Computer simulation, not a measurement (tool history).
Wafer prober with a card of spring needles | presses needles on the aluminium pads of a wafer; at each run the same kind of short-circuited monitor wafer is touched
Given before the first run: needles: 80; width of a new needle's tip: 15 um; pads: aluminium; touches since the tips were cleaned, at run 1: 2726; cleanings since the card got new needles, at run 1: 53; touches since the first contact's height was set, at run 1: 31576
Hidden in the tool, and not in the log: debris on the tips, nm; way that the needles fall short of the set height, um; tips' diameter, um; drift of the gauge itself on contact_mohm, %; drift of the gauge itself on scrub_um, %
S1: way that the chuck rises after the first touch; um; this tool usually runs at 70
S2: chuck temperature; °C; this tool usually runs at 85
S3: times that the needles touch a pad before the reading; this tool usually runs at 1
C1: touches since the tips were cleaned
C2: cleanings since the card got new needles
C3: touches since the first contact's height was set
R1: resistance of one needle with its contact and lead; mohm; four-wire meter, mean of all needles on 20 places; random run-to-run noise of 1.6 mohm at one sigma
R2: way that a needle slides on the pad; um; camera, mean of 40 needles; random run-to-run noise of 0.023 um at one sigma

{"run": 1, "hour": 0.0, "S1": 70, "S2": 85, "S3": 1, "C1": 2726, "C2": 53, "C3": 31576, "R1": 414, "R2": 17.94}
{"hour": 10.8, "done": "tips cleaned on abrasive film"}
{"run": 2, "hour": 16.3, "S1": 70, "S2": 81, "S3": 1, "C1": 2134, "C2": 54, "C3": 37938, "R1": 411, "R2": 17.84}
{"hour": 27.5, "done": "tips cleaned on abrasive film"}
{"hour": 46.2, "done": "tips cleaned on abrasive film"}
{"run": 3, "hour": 46.2, "S1": 70, "S2": 81, "S3": 1, "C1": 0, "C2": 56, "C3": 49617, "R1": 172, "R2": 17.79}
{"run": 4, "hour": 60.6, "S1": 70, "S2": 81, "S3": 1, "C1": 5675, "C2": 56, "C3": 55292, "R1": 521, "R2": 17.86}
{"hour": 63.5, "done": "tips cleaned on abrasive film"}
{"hour": 81.1, "done": "tips cleaned on abrasive film"}
{"run": 5, "hour": 81.1, "S1": 61, "S2": 85, "S3": 1, "C1": 0, "C2": 58, "C3": 63309, "R1": 206, "R2": 15.46}
{"hour": 100.1, "done": "tips cleaned on abrasive film"}
{"run": 6, "hour": 105.7, "S1": 70, "S2": 85, "S3": 1, "C1": 2189, "C2": 59, "C3": 72927, "R1": 396, "R2": 17.76}
{"hour": 113.5, "done": "height of the first contact set anew"}
{"hour": 117.6, "done": "tips cleaned on abrasive film"}
{"run": 7, "hour": 129.4, "S1": 70, "S2": 85, "S3": 1, "C1": 4637, "C2": 60, "C3": 6212, "R1": 512, "R2": 18.02}
{"hour": 135.0, "done": "tips cleaned on abrasive film"}
{"hour": 152.5, "done": "tips cleaned on abrasive film"}
{"run": 8, "hour": 163.6, "S1": 70, "S2": 85, "S3": 1, "C1": 4345, "C2": 62, "C3": 19573, "R1": 496, "R2": 17.93}
{"hour": 169.6, "done": "tips cleaned on abrasive film"}
{"run": 9, "hour": 181.2, "S1": 70, "S2": 85, "S3": 1, "C1": 4571, "C2": 63, "C3": 26452, "R1": 513, "R2": 17.96}
{"hour": 187.3, "done": "tips cleaned on abrasive film"}
{"hour": 204.0, "done": "tips cleaned on abrasive film"}
{"run": 10, "hour": 211.9, "S1": 70, "S2": 85, "S3": 1, "C1": 3091, "C2": 65, "C3": 38460, "R1": 467, "R2": 17.84}
{"hour": 221.1, "done": "tips cleaned on abrasive film"}
{"hour": 238.8, "done": "tips cleaned on abrasive film"}
{"run": 11, "hour": 238.8, "S1": 70, "S2": 85, "S3": 1, "C1": 0, "C2": 67, "C3": 48962, "R1": 190, "R2": 17.77}
{"hour": 256.6, "done": "tips cleaned on abrasive film"}
{"run": 12, "hour": 266.5, "S1": 54, "S2": 85, "S3": 1, "C1": 3878, "C2": 68, "C3": 59829, "R1": 766, "R2": 13.63}
{"hour": 273.6, "done": "tips cleaned on abrasive film"}
{"hour": 292.3, "done": "tips cleaned on abrasive film"}
{"run": 13, "hour": 300.8, "S1": 58, "S2": 56, "S3": 3, "C1": 3349, "C2": 70, "C3": 73256, "R1": 330, "R2": 14.64}
{"hour": 307.0, "done": "height of the first contact set anew"}
{"hour": 309.7, "done": "tips cleaned on abrasive film"}
{"run": 14, "hour": 325.7, "S1": 58, "S2": 56, "S3": 3, "C1": 6316, "C2": 71, "C3": 7327, "R1": 366, "R2": 14.89}
{"hour": 329.0, "done": "tips cleaned on abrasive film"}
{"hour": 345.4, "done": "tips cleaned on abrasive film"}
{"run": 15, "hour": 345.4, "S1": 84, "S2": 29, "S3": 1, "C1": 0, "C2": 73, "C3": 14985, "R1": 163, "R2": 21.53}
{"hour": 363.5, "done": "tips cleaned on abrasive film"}
{"run": 16, "hour": 375.8, "S1": 56, "S2": 33, "S3": 2, "C1": 4861, "C2": 74, "C3": 26915, "R1": 523, "R2": 14.33}
{"hour": 381.3, "done": "tips cleaned on abrasive film"}
{"run": 17, "hour": 390.4, "S1": 70, "S2": 78, "S3": 1, "C1": 3601, "C2": 75, "C3": 32611, "R1": 513, "R2": 17.87}
{"hour": 399.6, "done": "tips cleaned on abrasive film"}
{"run": 18, "hour": 406.7, "S1": 70, "S2": 46, "S3": 1, "C1": 2775, "C2": 76, "C3": 38972, "R1": 436, "R2": 17.9}
{"hour": 417.2, "done": "tips cleaned on abrasive film"}
{"hour": 434.3, "done": "tips cleaned on abrasive film"}
{"run": 19, "hour": 439.4, "S1": 70, "S2": 46, "S3": 1, "C1": 1993, "C2": 78, "C3": 51775, "R1": 433, "R2": 17.79}
{"hour": 450.9, "done": "tips cleaned on abrasive film"}
{"run": 20, "hour": 459.0, "S1": 73, "S2": 76, "S3": 1, "C1": 3201, "C2": 79, "C3": 59442, "R1": 467, "R2": 18.56}
{"hour": 467.9, "done": "tips cleaned on abrasive film"}
{"run": 21, "hour": 483.3, "S1": 73, "S2": 76, "S3": 1, "C1": 6052, "C2": 80, "C3": 68946, "R1": 548, "R2": 18.57}
{"hour": 485.0, "done": "tips cleaned on abrasive film"}
{"hour": 500.7, "done": "height of the first contact set anew"}
{"run": 22, "hour": 501.0, "S1": 71, "S2": 72, "S3": 2, "C1": 6173, "C2": 81, "C3": 120, "R1": 393, "R2": 18.27}

Predict each of these 3 candidate next runs independently; none follows another, all start after run 22:
{"hour": 502.9, "done": "tips cleaned on abrasive film"}
{"hour": 520.9, "done": "tips cleaned on abrasive film"}
{"run": "A", "hour": 521.0, "S1": 85, "S2": 85, "S3": 1, "C1": 33, "C2": 83, "C3": 7886, "R1": "?", "R2": "?"}
{"hour": 502.9, "done": "tips cleaned on abrasive film"}
{"hour": 520.9, "done": "tips cleaned on abrasive film"}
{"run": "B", "hour": 521.0, "S1": 70, "S2": 75, "S3": 1, "C1": 33, "C2": 83, "C3": 7886, "R1": "?", "R2": "?"}
{"hour": 502.9, "done": "tips cleaned on abrasive film"}
{"hour": 520.9, "done": "tips cleaned on abrasive film"}
{"run": "C", "hour": 521.0, "S1": 63, "S2": 57, "S3": 3, "C1": 33, "C2": 83, "C3": 7886, "R1": "?", "R2": "?"}

run=A R1=178 R2=21.8
run=B R1=197 R2=17.96
run=C R1=171 R2=16.16
Without the tool's unlogged condition, the same runs would have read:
run=A R1=146 R2=21.85
run=B R1=151 R2=18.01
run=C R1=147 R2=16.21

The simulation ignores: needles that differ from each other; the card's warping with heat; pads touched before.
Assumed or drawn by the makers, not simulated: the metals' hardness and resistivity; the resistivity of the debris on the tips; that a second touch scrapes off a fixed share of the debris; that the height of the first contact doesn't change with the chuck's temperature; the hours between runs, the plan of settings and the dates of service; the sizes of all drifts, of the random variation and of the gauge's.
